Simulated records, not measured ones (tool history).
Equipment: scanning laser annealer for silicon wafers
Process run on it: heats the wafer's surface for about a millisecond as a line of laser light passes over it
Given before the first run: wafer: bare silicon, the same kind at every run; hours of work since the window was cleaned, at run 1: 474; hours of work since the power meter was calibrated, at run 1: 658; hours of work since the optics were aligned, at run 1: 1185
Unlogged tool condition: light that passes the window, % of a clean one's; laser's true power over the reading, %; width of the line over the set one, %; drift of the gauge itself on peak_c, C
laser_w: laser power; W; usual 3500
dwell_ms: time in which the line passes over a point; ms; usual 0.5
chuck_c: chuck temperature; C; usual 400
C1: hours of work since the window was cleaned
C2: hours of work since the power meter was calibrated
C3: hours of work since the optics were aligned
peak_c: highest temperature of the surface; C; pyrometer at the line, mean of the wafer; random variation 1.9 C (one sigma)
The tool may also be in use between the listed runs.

Run 1, hour 0: usual settings; C1 474; C2 658; C3 1185. Result: peak_c 1185 C.
Run 2, hour 36.8: usual settings; C1 490; C2 674; C3 1201. Result: peak_c 1182 C.
Run 3, hour 69.6: usual settings but chuck_c 416 C; C1 504; C2 688; C3 1215. Result: peak_c 1199 C.
At hour 107.4: optics aligned, line set to its width.
Run 4, hour 112.6: usual settings but chuck_c 416 C; C1 521; C2 705; C3 2. Result: peak_c 1220 C.
Run 5, hour 147.7: usual settings but chuck_c 416 C; C1 536; C2 720; C3 18. Result: peak_c 1221 C.
Run 6, hour 187.1: usual settings but chuck_c 416 C; C1 553; C2 737; C3 35. Result: peak_c 1217 C.
Run 7, hour 214.3: usual settings but dwell_ms 0.492 ms; C1 565; C2 749; C3 47. Result: peak_c 1197 C.
Run 8, hour 253.6: usual settings but dwell_ms 0.431 ms; C1 582; C2 766; C3 64. Result: peak_c 1149 C.
Run 9, hour 272.9: usual settings; C1 591; C2 775; C3 72. Result: peak_c 1200 C.
Run 10, hour 292.6: usual settings but dwell_ms 0.354 ms; C1 599; C2 783; C3 81. Result: peak_c 1081 C.
Run 11, hour 312.2: usual settings but dwell_ms 0.354 ms; C1 608; C2 792; C3 89. Result: peak_c 1078 C.
Run 12, hour 341.5: usual settings but dwell_ms 0.354 ms; C1 620; C2 805; C3 102. Result: peak_c 1079 C.
Run 13, hour 384.3: usual settings but dwell_ms 0.354 ms; C1 639; C2 823; C3 121. Result: peak_c 1077 C.
Run 14, hour 417.2: usual settings but dwell_ms 0.354 ms; C1 653; C2 838; C3 135. Result: peak_c 1077 C.
Run 15, hour 457.1: usual settings but dwell_ms 0.354 ms; C1 671; C2 855; C3 153. Result: peak_c 1072 C.
Run 16, hour 500.7: usual settings; C1 690; C2 874; C3 171. Result: peak_c 1197 C.
Run 17, hour 523.2: usual settings; C1 700; C2 884; C3 181. Result: peak_c 1191 C.
At hour 538.6: window over the wafer cleaned.
Run 18, hour 557.7: usual settings; C1 8; C2 898; C3 195. Result: peak_c 1187 C.
Run 19, hour 587: usual settings but laser_w 3691 W; C1 21; C2 911; C3 208. Result: peak_c 1236 C.
Run 20, hour 617.5: usual settings but laser_w 3691 W; C1 34; C2 924; C3 222. Result: peak_c 1237 C.
Run 21, hour 638.6: usual settings; C1 44; C2 933; C3 231. Result: peak_c 1188 C.
At hour 678.3: window over the wafer cleaned, once more.
Run 22, hour 678.3: usual settings but laser_w 2980 W, chuck_c 408 C; C1 0; C2 950; C3 247. Result: peak_c 1095 C.
Run 23, hour 699.9: usual settings but laser_w 3714 W, dwell_ms 0.414 ms; C1 9; C2 959; C3 257. Result: peak_c 1205 C.
Run 24, hour 718.6: usual settings but laser_w 3714 W, dwell_ms 0.414 ms; C1 18; C2 967; C3 265. Result: peak_c 1205 C.
Run 25, hour 736.4: usual settings but laser_w 3714 W, dwell_ms 0.414 ms; C1 25; C2 975; C3 273. Result: peak_c 1201 C.
Run 26, hour 759.2: usual settings but laser_w 3714 W, dwell_ms 0.414 ms; C1 35; C2 985; C3 282. Result: peak_c 1203 C.
Run 27, hour 792.2: usual settings but laser_w 3053 W, dwell_ms 0.604 ms, chuck_c 366 C; C1 50; C2 1000; C3 297. Result: peak_c 1137 C.
Run 28, hour 833.1: usual settings but laser_w 3655 W; C1 68; C2 1017; C3 315. Result: peak_c 1258 C.
Run 29, hour 865.3: usual settings but laser_w 3645 W, chuck_c 437 C; C1 82; C2 1031; C3 329. Result: peak_c 1293 C.
Run 30, hour 906.4: usual settings but laser_w 3757 W, chuck_c 404 C; C1 99; C2 1049; C3 347. Result: peak_c 1286 C.
Run 31, hour 937: usual settings but laser_w 3757 W, chuck_c 404 C; C1 113; C2 1063; C3 360. Result: peak_c 1288 C.
Run 32, hour 971.6: usual settings but laser_w 3757 W, chuck_c 404 C; C1 128; C2 1078; C3 375. Result: peak_c 1285 C.
Run 33, hour 1010.9: usual settings but laser_w 3757 W, chuck_c 404 C; C1 145; C2 1095; C3 392. Result: peak_c 1284 C.
Run 34, hour 1039.7: usual settings but dwell_ms 0.387 ms; C1 158; C2 1107; C3 405. Result: peak_c 1119 C.
Run 35, hour 1073.6: usual settings but dwell_ms 0.387 ms; C1 172; C2 1122; C3 420. Result: peak_c 1119 C.
Run 36, hour 1111.5: usual settings but dwell_ms 0.387 ms; C1 189; C2 1139; C3 436. Result: peak_c 1117 C.
Run 37, hour 1136.6: usual settings but dwell_ms 0.387 ms; C1 200; C2 1150; C3 447. Result: peak_c 1115 C.
Run 38, hour 1172.8: usual settings but dwell_ms 0.387 ms; C1 216; C2 1165; C3 463. Result: peak_c 1115 C.
Run 39, hour 1194.5: usual settings but laser_w 3663 W; C1 225; C2 1175; C3 472. Result: peak_c 1253 C.
Run 40, hour 1217.6: usual settings but dwell_ms 0.507 ms, chuck_c 414 C; C1 235; C2 1185; C3 482. Result: peak_c 1225 C.
Run 41, hour 1238.2: usual settings but dwell_ms 0.507 ms, chuck_c 414 C; C1 244; C2 1194; C3 491. Result: peak_c 1222 C.
Run 42, hour 1276: usual settings but laser_w 3564 W, dwell_ms 0.591 ms; C1 261; C2 1210; C3 508. Result: peak_c 1290 C.

How would selected steps in peak_c from run to run divide? Give the signed amount a tool lacking its hidden state would still show from settings, what came in and random variation, and the signed amount left for the hidden state, including any gauge scatter that is not in both of the compared results.
Run 3 -> 4: optics aligned, line set to its width. peak_c +21 C: hidden state +23, all else -2.
Run 15 -> 16: dwell_ms 0.354 -> 0.5. peak_c +125 C: hidden state -5, all else +130.
Run 21 -> 22: laser_w 3500 -> 2980, chuck_c 400 -> 408, window over the wafer cleaned, once more. peak_c -93 C: hidden state +37, all else -130.
Run 33 -> 34: laser_w 3757 -> 3500, dwell_ms 0.5 -> 0.387, chuck_c 404 -> 400. peak_c -165 C: hidden state +1, all else -166.
Run 38 -> 39: laser_w 3500 -> 3663, dwell_ms 0.387 -> 0.5. peak_c +138 C: hidden state -3, all else +141.
